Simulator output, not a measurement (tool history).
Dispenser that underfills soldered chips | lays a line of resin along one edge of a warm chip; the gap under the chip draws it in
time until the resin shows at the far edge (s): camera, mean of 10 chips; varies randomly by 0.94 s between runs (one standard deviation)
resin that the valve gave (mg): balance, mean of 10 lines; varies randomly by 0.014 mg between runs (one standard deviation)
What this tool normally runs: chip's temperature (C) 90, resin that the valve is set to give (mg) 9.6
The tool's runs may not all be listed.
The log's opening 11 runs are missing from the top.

run	hour	chip's temperature (C)	resin that the valve is set to give (mg)	hours of work since the syringe was changed	hours of work since the valve was cleaned	hours of work since the stage was calibrated	time until the resin shows at the far edge (s)	resin that the valve gave (mg)
12	51.9	90	10.15	10	79	58	208.2	9.94
# hour 54.5: new syringe of resin
13	58.8	75	9.6	3	84	63	240.4	9.37
# hour 61.1: dispensing valve cleaned and set on the balance
14	63.7	90	9.6	6	2	66	148.6	9.62
15	66.5	83	9.6	8	4	68	250.1	9.61
# hour 71.2: new syringe of resin
16	72.6	83	9.6	1	8	72	135.8	9.6
17	78.8	83	9.6	6	13	77	196.7	9.59
18	81.8	83	9.6	8	15	79	236.7	9.59
# hour 87: new syringe of resin
19	88.9	83	8.77	1	20	84	142.3	8.75
20	93.7	98	10.06	5	24	88	95.3	10.01
21	100.5	87	12.29	10	29	93	230.5	12.21
# hour 102.6: new syringe of resin
22	106.7	87	12.29	3	34	98	131.4	12.2
23	110.9	80	12.25	6	37	101	236.2	12.14
24	117.1	88	10.11	11	41	105	239	9.97
# hour 118.6: new syringe of resin
25	122.3	90	11.02	3	45	109	113.5	10.89
26	127.5	90	11.02	7	49	113	151.3	10.88
27	132.4	103	10.95	10	53	117	117.4	10.81
# hour 134.3: new syringe of resin
28	138.1	91	9.86	3	57	121	106.8	9.74
29	142.2	91	9.86	6	60	124	140.8	9.71
30	148.6	101	8.4	11	65	129	136.2	8.24

Expected results for the next run?
# hour 150: new syringe of resin
31	153.2	90	10.05	2	68	132	?	?

time until the resin shows at the far edge (s): 108.6
resin that the valve gave (mg): 9.88
The same run, on a tool lacking any hidden state, would have yielded time until the resin shows at the far edge (s) 87.6, resin that the valve gave (mg) 10.06.
